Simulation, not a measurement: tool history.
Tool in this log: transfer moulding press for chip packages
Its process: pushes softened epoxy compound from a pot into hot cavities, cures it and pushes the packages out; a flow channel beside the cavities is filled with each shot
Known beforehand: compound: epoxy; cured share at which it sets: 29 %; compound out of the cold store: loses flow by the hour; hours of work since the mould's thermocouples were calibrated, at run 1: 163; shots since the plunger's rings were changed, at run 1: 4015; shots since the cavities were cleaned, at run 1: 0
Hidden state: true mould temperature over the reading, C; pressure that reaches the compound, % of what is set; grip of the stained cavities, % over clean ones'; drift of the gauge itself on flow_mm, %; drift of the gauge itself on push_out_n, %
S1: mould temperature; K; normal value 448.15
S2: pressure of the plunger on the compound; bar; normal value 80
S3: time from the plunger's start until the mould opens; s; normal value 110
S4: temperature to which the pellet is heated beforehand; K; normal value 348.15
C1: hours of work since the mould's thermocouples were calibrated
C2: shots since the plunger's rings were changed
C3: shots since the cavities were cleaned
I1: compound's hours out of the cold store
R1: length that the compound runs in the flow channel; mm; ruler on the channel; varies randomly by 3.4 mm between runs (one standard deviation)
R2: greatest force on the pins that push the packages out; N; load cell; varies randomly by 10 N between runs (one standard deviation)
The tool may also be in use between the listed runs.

| run | hour | S1 | S2 | S3 | S4 | C1 | C2 | C3 | I1 | R1 | R2 |
|---|---|---|---|---|---|---|---|---|---|---|---|
| 1 | 0 | 448.15 | 80 | 110 | 348.15 | 163 | 4015 | 0 | 11.7 | 812 | 505 |
| 2 | 7.9 | 448.15 | 80 | 110 | 348.15 | 166 | 4079 | 64 | 43.4 | 693 | 519 |
| 3 | 15.2 | 448.15 | 80 | 110 | 348.15 | 169 | 4138 | 123 | 44.7 | 692 | 518 |
| 4 | 19.2 | 448.15 | 80 | 110 | 340.15 | 171 | 4171 | 156 | 27.1 | 753 | 538 |
| 5 | 25.9 | 448.15 | 80 | 110 | 340.15 | 174 | 4225 | 210 | 29.1 | 747 | 543 |
| 6 | 34.1 | 448.15 | 80 | 110 | 340.15 | 178 | 4292 | 277 | 29.2 | 745 | 547 |
| 7 | 41.9 | 448.15 | 80 | 110 | 348.15 | 182 | 4355 | 340 | 43.3 | 692 | 556 |
| 8 | 47.4 | 448.15 | 80 | 116 | 348.15 | 184 | 4399 | 384 | 29.6 | 738 | 542 |
| 9 | 56.9 | 445.15 | 80 | 116 | 348.15 | 188 | 4477 | 462 | 22.6 | 774 | 642 |
| 10 | 63 | 445.15 | 94.7 | 116 | 348.15 | 191 | 4527 | 512 | 46.9 | 746 | 617 |
| 11 | 67.7 | 445.15 | 94.7 | 116 | 352.15 | 193 | 4564 | 549 | 43.4 | 758 | 651 |
| 12 | 74.4 | 445.15 | 94.7 | 116 | 352.15 | 196 | 4619 | 604 | 23.5 | 832 | 651 |
| 13 | 84.3 | 448.15 | 80 | 110 | 348.15 | 201 | 4699 | 684 | 8.7 | 810 | 669 |
| 14 | 94 | 448.15 | 80 | 110 | 348.15 | 205 | 4778 | 763 | 31.9 | 727 | 671 |
| 15 | 103.4 | 448.15 | 80 | 110 | 348.15 | 209 | 4854 | 839 | 12.5 | 797 | 672 |
| 16 | 109.1 | 448.15 | 80 | 140 | 348.15 | 212 | 4901 | 886 | 10.7 | 806 | 562 |
| 17 | 114.8 | 442.15 | 80 | 140 | 345.15 | 214 | 4947 | 932 | 43.7 | 706 | 635 |
| 18 | 124.6 | 452.15 | 80 | 140 | 345.15 | 219 | 5027 | 1012 | 33.8 | 709 | 548 |
|  | 134.8 | cavities cleaned with cleaning compound and waxed |
| 19 | 134.8 | 444.15 | 97.6 | 111 | 338.15 | 223 | 5097 | 0 | 21.4 | 849 | 637 |
| 20 | 140.2 | 447.15 | 80 | 110 | 348.15 | 225 | 5141 | 44 | 29.9 | 734 | 530 |
| 21 | 146 | 447.15 | 80 | 110 | 348.15 | 228 | 5188 | 91 | 36 | 712 | 537 |
| 22 | 151.3 | 449.15 | 70.9 | 146 | 348.15 | 230 | 5231 | 134 | 41.7 | 648 | 442 |
| 23 | 155.4 | 449.15 | 70.9 | 146 | 348.15 | 232 | 5265 | 168 | 12.2 | 744 | 436 |
| 24 | 163.7 | 453.15 | 70.7 | 137 | 350.15 | 236 | 5332 | 235 | 46.6 | 619 | 435 |
| 25 | 172.7 | 448.15 | 80 | 93 | 344.15 | 240 | 5405 | 308 | 25.6 | 742 | 802 |
| 26 | 181.4 | 448.15 | 80 | 93 | 344.15 | 244 | 5475 | 378 | 25.9 | 740 | 802 |
| 27 | 188.4 | 448.15 | 80 | 93 | 344.15 | 247 | 5532 | 435 | 10 | 800 | 875 |
| 28 | 197 | 448.15 | 80 | 93 | 344.15 | 251 | 5603 | 506 | 24.4 | 742 | 834 |
| 29 | 205.1 | 448.15 | 98.9 | 110 | 343.15 | 255 | 5668 | 571 | 37.4 | 773 | 565 |

Below are 4 alternative next runs, each starting from the tool's condition after run 29. Predict each:
| A | 211.8 | 447.15 | 80 | 142 | 339.15 | 258 | 5723 | 626 | 43.7 | ? | ? |
| B | 211.8 | 448.15 | 66.1 | 99 | 349.15 | 258 | 5723 | 626 | 30.1 | ? | ? |
| C | 211.8 | 448.15 | 80 | 110 | 349.15 | 258 | 5723 | 626 | 8.1 | ? | ? |
| D | 211.8 | 441.15 | 98.9 | 110 | 343.15 | 258 | 5723 | 626 | 14.6 | ? | ? |

| run | R1 | R2 |
|---|---|---|
| A | 682 | 496 |
| B | 657 | 743 |
| C | 802 | 660 |
| D | 886 | 1026 |
Without the tool's hidden state the same runs would have given:
| run | R1 | R2 |
|---|---|---|
| A | 741 | 380 |
| B | 714 | 557 |
| C | 871 | 496 |
| D | 963 | 763 |
